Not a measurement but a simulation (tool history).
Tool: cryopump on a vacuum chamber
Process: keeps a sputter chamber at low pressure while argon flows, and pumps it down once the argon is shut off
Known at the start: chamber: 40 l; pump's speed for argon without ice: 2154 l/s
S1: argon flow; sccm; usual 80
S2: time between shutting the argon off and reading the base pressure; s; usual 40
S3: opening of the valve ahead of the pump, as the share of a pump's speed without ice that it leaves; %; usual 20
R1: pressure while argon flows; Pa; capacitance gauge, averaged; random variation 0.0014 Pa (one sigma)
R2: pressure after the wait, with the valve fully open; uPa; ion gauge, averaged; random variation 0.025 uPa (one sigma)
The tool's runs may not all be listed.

run 1 hour=0 | S1=80 S2=40 S3=20 | R1=0.3162 R2=1.82
-- hour=12.1 leaking fittings of the chamber tightened, without venting
run 2 hour=56.8 | S1=80 S2=40 S3=20 | R1=0.3173 R2=1.08
run 3 hour=92.5 | S1=80 S2=40 S3=20 | R1=0.3204 R2=1.08
run 4 hour=130.8 | S1=80 S2=40 S3=20 | R1=0.3208 R2=1.08
run 5 hour=172.9 | S1=80 S2=261 S3=20 | R1=0.3164 R2=0.3
run 6 hour=208.6 | S1=80 S2=261 S3=20 | R1=0.3179 R2=0.33
run 7 hour=257.2 | S1=80 S2=40 S3=20 | R1=0.321 R2=1.14
run 8 hour=309.6 | S1=80 S2=40 S3=20 | R1=0.3223 R2=1.1
run 9 hour=348.8 | S1=80 S2=36 S3=20 | R1=0.3196 R2=1.31
run 10 hour=402.7 | S1=80 S2=36 S3=20 | R1=0.3198 R2=1.22
run 11 hour=437.7 | S1=80 S2=28 S3=20 | R1=0.3238 R2=1.54
run 12 hour=462.6 | S1=80 S2=103 S3=20 | R1=0.3226 R2=0.6
run 13 hour=503.9 | S1=80 S2=275 S3=16 | R1=0.4034 R2=0.41
run 14 hour=535.1 | S1=66 S2=33 S3=16 | R1=0.3346 R2=1.34
run 15 hour=566.9 | S1=66 S2=33 S3=16 | R1=0.3329 R2=1.39
run 16 hour=621.5 | S1=83 S2=288 S3=36 | R1=0.1952 R2=0.41
run 17 hour=657.5 | S1=83 S2=288 S3=30 | R1=0.2299 R2=0.46
run 18 hour=684.1 | S1=83 S2=288 S3=30 | R1=0.2313 R2=0.43
run 19 hour=723.6 | S1=83 S2=288 S3=30 | R1=0.2315 R2=0.42
run 20 hour=771.5 | S1=137 S2=108 S3=26 | R1=0.4383 R2=0.63
run 21 hour=799.6 | S1=137 S2=108 S3=26 | R1=0.4418 R2=0.67
run 22 hour=857.1 | S1=137 S2=108 S3=26 | R1=0.4379 R2=0.69
run 23 hour=906.6 | S1=95 S2=34 S3=33 | R1=0.2465 R2=1.4

3 ways to go on from here, each from the tool as it stands after run 23. What would each give?
run A hour=932.9 | S1=71 S2=104 S3=28 | R1=? R2=?
run B hour=932.9 | S1=56 S2=182 S3=50 | R1=? R2=?
run C hour=932.9 | S1=80 S2=40 S3=21 | R1=? R2=?

run=A R1=0.2162 R2=0.71
run=B R1=0.1008 R2=0.57
run=C R1=0.317 R2=1.28
Without the tool's hidden state the same runs would have given:
run=A R1=0.2002 R2=0.47
run=B R1=0.0882 R2=0.34
run=C R1=0.299 R2=1.04
